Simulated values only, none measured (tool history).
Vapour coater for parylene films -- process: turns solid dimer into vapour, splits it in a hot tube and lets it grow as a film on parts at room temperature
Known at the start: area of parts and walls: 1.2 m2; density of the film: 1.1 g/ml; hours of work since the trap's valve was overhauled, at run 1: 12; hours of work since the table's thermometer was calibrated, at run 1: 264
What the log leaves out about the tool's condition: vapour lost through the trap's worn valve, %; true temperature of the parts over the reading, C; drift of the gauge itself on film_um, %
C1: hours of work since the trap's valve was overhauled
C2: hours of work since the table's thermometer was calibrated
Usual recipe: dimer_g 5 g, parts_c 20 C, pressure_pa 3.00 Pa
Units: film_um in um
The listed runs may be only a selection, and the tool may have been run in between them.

Run 1, day 0.000: usual settings; C1 12; C2 264. Result: film_um 2.69 um.
Run 2, day 0.917: usual settings but dimer_g 2 g; C1 23; C2 275. Result: film_um 1.08 um.
Run 3, day 1.696: usual settings but parts_c 14 C; C1 32; C2 284. Result: film_um 3.29 um.
Run 4, day 2.633: usual settings but parts_c 14 C; C1 42; C2 295. Result: film_um 3.16 um.
Run 5, day 3.733: usual settings but dimer_g 2 g; C1 55; C2 307. Result: film_um 1.07 um.
Run 6, day 4.375: usual settings but pressure_pa 9.59 Pa; C1 62; C2 315. Result: film_um 2.19 um.
Run 7, day 4.967: usual settings but parts_c 26 C; C1 69; C2 321. Result: film_um 2.14 um.
Run 8, day 5.908: usual settings but parts_c 21 C, pressure_pa 5.56 Pa; C1 80; C2 332. Result: film_um 2.29 um.
Run 9, day 6.896: usual settings but parts_c 21 C, pressure_pa 5.56 Pa; C1 92; C2 344. Result: film_um 2.30 um.
Run 10, day 7.850: usual settings but dimer_g 3 g, pressure_pa 2.30 Pa; C1 103; C2 355. Result: film_um 1.65 um.
Run 11, day 8.492: usual settings but dimer_g 3 g, pressure_pa 2.30 Pa; C1 110; C2 362. Result: film_um 1.60 um.
Run 12, day 9.283: usual settings but dimer_g 3 g, pressure_pa 2.30 Pa; C1 119; C2 371. Result: film_um 1.64 um.
Run 13, day 10.200: usual settings but parts_c 19 C, pressure_pa 11.26 Pa; C1 130; C2 382. Result: film_um 2.10 um.

Here are 3 independent what-if runs from the current tool condition. What would each one return?
Run A, day 10.900: usual settings but dimer_g 3 g, parts_c 16 C, pressure_pa 11.26 Pa; C1 138; C2 390. Result: film_um ?.
Run B, day 10.900: usual settings but dimer_g 7 g, parts_c 18 C, pressure_pa 7.89 Pa; C1 138; C2 390. Result: film_um ?.
Run C, day 10.900: usual settings but parts_c 13 C; C1 138; C2 390. Result: film_um ?.

run  film_um
  A     1.40
  B     3.28
  C     3.27
Had the tool no hidden state, the same runs would have come out as:
run  film_um
  A     1.45
  B     3.39
  C     3.38

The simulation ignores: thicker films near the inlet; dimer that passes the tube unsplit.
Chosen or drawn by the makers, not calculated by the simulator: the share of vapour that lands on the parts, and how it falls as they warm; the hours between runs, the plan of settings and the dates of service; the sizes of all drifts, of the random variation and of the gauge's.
